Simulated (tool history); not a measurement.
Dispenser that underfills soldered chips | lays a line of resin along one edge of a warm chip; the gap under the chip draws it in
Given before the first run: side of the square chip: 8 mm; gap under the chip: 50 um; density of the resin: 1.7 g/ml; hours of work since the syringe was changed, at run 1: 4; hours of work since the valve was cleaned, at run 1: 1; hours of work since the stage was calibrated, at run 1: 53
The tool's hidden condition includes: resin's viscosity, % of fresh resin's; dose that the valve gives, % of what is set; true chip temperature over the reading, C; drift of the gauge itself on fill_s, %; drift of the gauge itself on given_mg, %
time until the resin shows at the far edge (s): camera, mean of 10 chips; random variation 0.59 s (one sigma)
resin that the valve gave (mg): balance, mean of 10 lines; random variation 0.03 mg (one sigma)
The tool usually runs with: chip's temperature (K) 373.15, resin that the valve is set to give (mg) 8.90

run,hour,chip's temperature (K),resin that the valve is set to give (mg),hours of work since the syringe was changed,hours of work since the valve was cleaned,hours of work since the stage was calibrated,time until the resin shows at the far edge (s),resin that the valve gave (mg)
1,0.0,373.15,8.90,4,1,53,65.2,8.88
# hour 2.7: new syringe of resin
2,6.2,373.15,8.90,2,5,57,60.0,8.83
# hour 11.0: new syringe of resin
3,11.4,373.15,9.36,0,8,60,51.7,9.28
# hour 19.1: new syringe of resin
4,20.0,385.15,8.90,1,14,66,36.4,8.83
# hour 27.2: new syringe of resin
5,28.3,385.15,8.90,1,19,71,37.8,8.80
6,34.8,385.15,8.90,5,23,75,49.0,8.80
# hour 35.8: new syringe of resin
# hour 43.8: new syringe of resin
7,43.8,385.15,8.90,0,29,81,34.2,8.80
# hour 51.9: new syringe of resin
8,53.2,373.15,10.18,1,35,86,52.6,10.01
9,58.6,376.15,8.90,4,38,90,61.2,8.73
# hour 59.9: new syringe of resin
10,64.4,376.15,8.90,3,42,94,56.0,8.69
# hour 68.0: new syringe of resin
11,71.1,373.15,8.90,2,46,98,59.1,8.71
# hour 76.1: new syringe of resin
12,78.8,369.15,8.06,2,51,103,66.5,7.92
# hour 84.6: new syringe of resin
13,87.0,369.15,8.06,2,56,108,64.7,7.83
14,91.4,363.15,10.29,4,59,111,91.7,10.01
# hour 92.7: new syringe of resin
15,98.6,363.15,10.29,4,63,115,90.4,9.96
# hour 101.2: new syringe of resin
16,106.8,366.15,10.70,4,68,120,79.7,10.38
# hour 109.3: new syringe of resin
17,116.3,368.15,7.86,5,74,126,83.5,7.64
# hour 117.6: new syringe of resin
18,121.1,365.15,10.00,2,77,129,77.1,9.70
# hour 126.3: new syringe of resin
19,126.8,366.15,9.09,0,81,133,64.4,8.72
20,131.2,366.15,9.09,3,84,136,78.9,8.77
# hour 134.6: new syringe of resin
21,135.7,372.15,9.87,1,86,138,54.9,9.51
# hour 142.6: new syringe of resin
22,143.1,377.15,11.51,0,91,143,44.6,11.03

Describe how what the log doesn't record of the tool's condition differs between the last listed run preceding each entry between runs and the first listed run following it.
After run 1, before run 2: new syringe of resin (hour 2.7)
  resin's viscosity, % of fresh resin's: 125.4 -> 115.6; dose that the valve gives, % of what is set: 99.75 -> 99.58; true chip temperature over the reading, C: -0.06 -> -0.05
  difference, measured minus the result without the unlogged condition, time until the resin shows at the far edge (s): +13.3 -> +8.1; resin that the valve gave (mg): -0.02 -> -0.04
After run 2, before run 3: new syringe of resin (hour 11.0)
  resin's viscosity, % of fresh resin's: 115.6 -> 101.1; dose that the valve gives, % of what is set: 99.58 -> 99.43; true chip temperature over the reading, C: -0.05 -> -0.04
  difference, measured minus the result without the unlogged condition, time until the resin shows at the far edge (s): +8.1 -> +0.6; resin that the valve gave (mg): -0.04 -> -0.06
After run 3, before run 4: new syringe of resin (hour 19.1)
  resin's viscosity, % of fresh resin's: 101.1 -> 103.5; dose that the valve gives, % of what is set: 99.43 -> 99.21; true chip temperature over the reading, C: -0.04 -> -0.02
  difference, measured minus the result without the unlogged condition, time until the resin shows at the far edge (s): +0.6 -> +1.3; resin that the valve gave (mg): -0.06 -> -0.07
After run 4, before run 5: new syringe of resin (hour 27.2)
  resin's viscosity, % of fresh resin's: 103.5 -> 106.1; dose that the valve gives, % of what is set: 99.21 -> 98.98; true chip temperature over the reading, C: -0.02 -> 0
  difference, measured minus the result without the unlogged condition, time until the resin shows at the far edge (s): +1.3 -> +2.2; resin that the valve gave (mg): -0.07 -> -0.09
After run 6, before run 7: new syringe of resin (hour 35.8); new syringe of resin (hour 43.8)
  resin's viscosity, % of fresh resin's: 140.2 -> 97.9; dose that the valve gives, % of what is set: 98.79 -> 98.55; true chip temperature over the reading, C: 0.01 -> 0.03
  difference, measured minus the result without the unlogged condition, time until the resin shows at the far edge (s): +14.0 -> -0.7; resin that the valve gave (mg): -0.10 -> -0.13
After run 7, before run 8: new syringe of resin (hour 51.9)
  resin's viscosity, % of fresh resin's: 97.9 -> 104.9; dose that the valve gives, % of what is set: 98.55 -> 98.29; true chip temperature over the reading, C: 0.03 -> 0.05
  difference, measured minus the result without the unlogged condition, time until the resin shows at the far edge (s): -0.7 -> +2.4; resin that the valve gave (mg): -0.13 -> -0.17
After run 9, before run 10: new syringe of resin (hour 59.9)
  resin's viscosity, % of fresh resin's: 132 -> 121; dose that the valve gives, % of what is set: 98.13 -> 97.98; true chip temperature over the reading, C: 0.07 -> 0.08
  difference, measured minus the result without the unlogged condition, time until the resin shows at the far edge (s): +14.8 -> +9.7; resin that the valve gave (mg): -0.17 -> -0.18
After run 10, before run 11: new syringe of resin (hour 68.0)
  resin's viscosity, % of fresh resin's: 121 -> 115; dose that the valve gives, % of what is set: 97.98 -> 97.81; true chip temperature over the reading, C: 0.08 -> 0.09
  difference, measured minus the result without the unlogged condition, time until the resin shows at the far edge (s): +9.7 -> +7.7; resin that the valve gave (mg): -0.18 -> -0.19
After run 11, before run 12: new syringe of resin (hour 76.1)
  resin's viscosity, % of fresh resin's: 115 -> 113; dose that the valve gives, % of what is set: 97.81 -> 97.58; true chip temperature over the reading, C: 0.09 -> 0.11
  difference, measured minus the result without the unlogged condition, time until the resin shows at the far edge (s): +7.7 -> +7.7; resin that the valve gave (mg): -0.19 -> -0.20
After run 12, before run 13: new syringe of resin (hour 84.6)
  resin's viscosity, % of fresh resin's: 113 -> 109.7; dose that the valve gives, % of what is set: 97.58 -> 97.35; true chip temperature over the reading, C: 0.11 -> 0.13
  difference, measured minus the result without the unlogged condition, time until the resin shows at the far edge (s): +7.7 -> +5.7; resin that the valve gave (mg): -0.20 -> -0.21
After run 14, before run 15: new syringe of resin (hour 92.7)
  resin's viscosity, % of fresh resin's: 132.5 -> 130.9; dose that the valve gives, % of what is set: 97.22 -> 97.02; true chip temperature over the reading, C: 0.14 -> 0.16
  difference, measured minus the result without the unlogged condition, time until the resin shows at the far edge (s): +22.2 -> +21.0; resin that the valve gave (mg): -0.28 -> -0.31
After run 15, before run 16: new syringe of resin (hour 101.2)
  resin's viscosity, % of fresh resin's: 130.9 -> 127.8; dose that the valve gives, % of what is set: 97.02 -> 96.79; true chip temperature over the reading, C: 0.16 -> 0.17
  difference, measured minus the result without the unlogged condition, time until the resin shows at the far edge (s): +21.0 -> +16.9; resin that the valve gave (mg): -0.31 -> -0.34
After run 16, before run 17: new syringe of resin (hour 109.3)
  resin's viscosity, % of fresh resin's: 127.8 -> 134; dose that the valve gives, % of what is set: 96.79 -> 96.54; true chip temperature over the reading, C: 0.17 -> 0.2
  difference, measured minus the result without the unlogged condition, time until the resin shows at the far edge (s): +16.9 -> +21.2; resin that the valve gave (mg): -0.34 -> -0.27
After run 17, before run 18: new syringe of resin (hour 117.6)
  resin's viscosity, % of fresh resin's: 134 -> 116.4; dose that the valve gives, % of what is set: 96.54 -> 96.4; true chip temperature over the reading, C: 0.2 -> 0.21
  difference, measured minus the result without the unlogged condition, time until the resin shows at the far edge (s): +21.2 -> +10.6; resin that the valve gave (mg): -0.27 -> -0.36
After run 18, before run 19: new syringe of resin (hour 126.3)
  resin's viscosity, % of fresh resin's: 116.4 -> 102.5; dose that the valve gives, % of what is set: 96.4 -> 96.24; true chip temperature over the reading, C: 0.21 -> 0.22
  difference, measured minus the result without the unlogged condition, time until the resin shows at the far edge (s): +10.6 -> +1.4; resin that the valve gave (mg): -0.36 -> -0.34
After run 20, before run 21: new syringe of resin (hour 134.6)
  resin's viscosity, % of fresh resin's: 123.5 -> 104.7; dose that the valve gives, % of what is set: 96.1 -> 95.97; true chip temperature over the reading, C: 0.23 -> 0.24
  difference, measured minus the result without the unlogged condition, time until the resin shows at the far edge (s): +14.8 -> +2.2; resin that the valve gave (mg): -0.36 -> -0.39
After run 21, before run 22: new syringe of resin (hour 142.6)
  resin's viscosity, % of fresh resin's: 104.7 -> 101.5; dose that the valve gives, % of what is set: 95.97 -> 95.77; true chip temperature over the reading, C: 0.24 -> 0.25
  difference, measured minus the result without the unlogged condition, time until the resin shows at the far edge (s): +2.2 -> +0.3; resin that the valve gave (mg): -0.39 -> -0.49
